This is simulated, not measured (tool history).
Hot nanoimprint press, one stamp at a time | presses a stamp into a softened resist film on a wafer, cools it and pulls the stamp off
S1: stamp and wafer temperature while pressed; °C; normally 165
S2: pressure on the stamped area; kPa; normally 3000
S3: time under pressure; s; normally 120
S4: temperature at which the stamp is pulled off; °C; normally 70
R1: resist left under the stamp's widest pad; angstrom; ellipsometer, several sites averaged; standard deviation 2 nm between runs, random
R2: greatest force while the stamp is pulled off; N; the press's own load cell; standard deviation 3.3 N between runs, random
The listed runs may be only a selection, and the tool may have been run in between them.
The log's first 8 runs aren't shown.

run   hour   S1    S2   S3  S4    R1   R2
  9  115.2  165  3000  120  70  3554  207
 10  124.2  165  3000  120  70  3503  205
 11  139.1  165  3000  120  70  3560  205
 12  151.3  165  3000  120  70  3522  215
 13  166.2  171  3000  120  70  2550  206
 14  185.4  171  3000  120  70  2534  208
     200.9  -- stamp cleaned and given a new release coat
 15  210.1  171  3000  120  70  2555  167
 16  225.5  157  3000  120  70  5140  172

Forecast run 17:
 17  240.9  164  2950  75  70   ?   ?

{"run 17": {"R1": 4429, "R2": 180}}
Were there no unlogged condition in the tool, this run, its random variation unchanged, would have produced R1 4161 angstrom, R2 172 N.
